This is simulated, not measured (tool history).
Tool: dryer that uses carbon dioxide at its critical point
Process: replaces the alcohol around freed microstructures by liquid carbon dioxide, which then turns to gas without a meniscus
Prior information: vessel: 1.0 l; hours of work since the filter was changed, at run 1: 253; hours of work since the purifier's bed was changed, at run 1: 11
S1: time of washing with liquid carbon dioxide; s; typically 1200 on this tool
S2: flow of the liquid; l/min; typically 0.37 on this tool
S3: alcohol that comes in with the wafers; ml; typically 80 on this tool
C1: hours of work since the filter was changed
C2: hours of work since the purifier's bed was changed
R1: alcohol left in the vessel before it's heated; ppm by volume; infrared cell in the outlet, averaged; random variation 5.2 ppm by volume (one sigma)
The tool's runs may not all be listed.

run 1 hour=0 | S1=1200 S2=0.37 S3=80 | C1=253 C2=11 | R1=144
run 2 hour=48.6 | S1=1200 S2=0.37 S3=80 | C1=278 C2=37 | R1=149
run 3 hour=90.7 | S1=1200 S2=0.37 S3=80 | C1=300 C2=58 | R1=158
run 4 hour=141.4 | S1=1200 S2=0.37 S3=80 | C1=326 C2=84 | R1=168
run 5 hour=179.2 | S1=1200 S2=0.37 S3=80 | C1=345 C2=104 | R1=175
run 6 hour=232.8 | S1=840 S2=0.37 S3=80 | C1=373 C2=132 | R1=960
run 7 hour=263.9 | S1=840 S2=0.37 S3=80 | C1=389 C2=148 | R1=994
run 8 hour=314.6 | S1=840 S2=0.37 S3=80 | C1=415 C2=174 | R1=1017
run 9 hour=350.5 | S1=840 S2=0.37 S3=80 | C1=434 C2=192 | R1=1043
run 10 hour=389.2 | S1=840 S2=0.278 S3=80 | C1=454 C2=212 | R1=3177
run 11 hour=423 | S1=840 S2=0.274 S3=80 | C1=471 C2=230 | R1=3325
run 12 hour=480.7 | S1=1020 S2=0.471 S3=92 | C1=501 C2=260 | R1=204
run 13 hour=535.6 | S1=1620 S2=0.338 S3=80 | C1=529 C2=288 | R1=140
run 14 hour=567.8 | S1=1200 S2=0.578 S3=65 | C1=546 C2=305 | R1=107
run 15 hour=594.2 | S1=1380 S2=0.434 S3=37 | C1=560 C2=318 | R1=133
-- hour=636.5 inlet filter changed
run 16 hour=641.9 | S1=1380 S2=0.434 S3=37 | C1=3 C2=342 | R1=125
run 17 hour=698.1 | S1=1380 S2=0.434 S3=37 | C1=32 C2=371 | R1=132
run 18 hour=724.1 | S1=1380 S2=0.434 S3=37 | C1=45 C2=385 | R1=154
run 19 hour=780 | S1=1380 S2=0.434 S3=37 | C1=74 C2=414 | R1=155
run 20 hour=817.9 | S1=900 S2=0.37 S3=112 | C1=94 C2=433 | R1=957
run 21 hour=867.8 | S1=1440 S2=0.388 S3=80 | C1=119 C2=459 | R1=183
run 22 hour=909.9 | S1=1620 S2=0.395 S3=32 | C1=141 C2=481 | R1=176

How the hidden state differs across the entries between the runs, from the last listed run before each to the first after it:
Logged between run 15 and run 16: inlet filter changed (hour 636.5)
  flow that reaches the vessel past the clogged filter, %: 92.7 -> 99.8; alcohol in the recycled carbon dioxide, ppm: 116.6 -> 125.4
  measured less the result without the state, R1: +117 -> +119 ppm by volume

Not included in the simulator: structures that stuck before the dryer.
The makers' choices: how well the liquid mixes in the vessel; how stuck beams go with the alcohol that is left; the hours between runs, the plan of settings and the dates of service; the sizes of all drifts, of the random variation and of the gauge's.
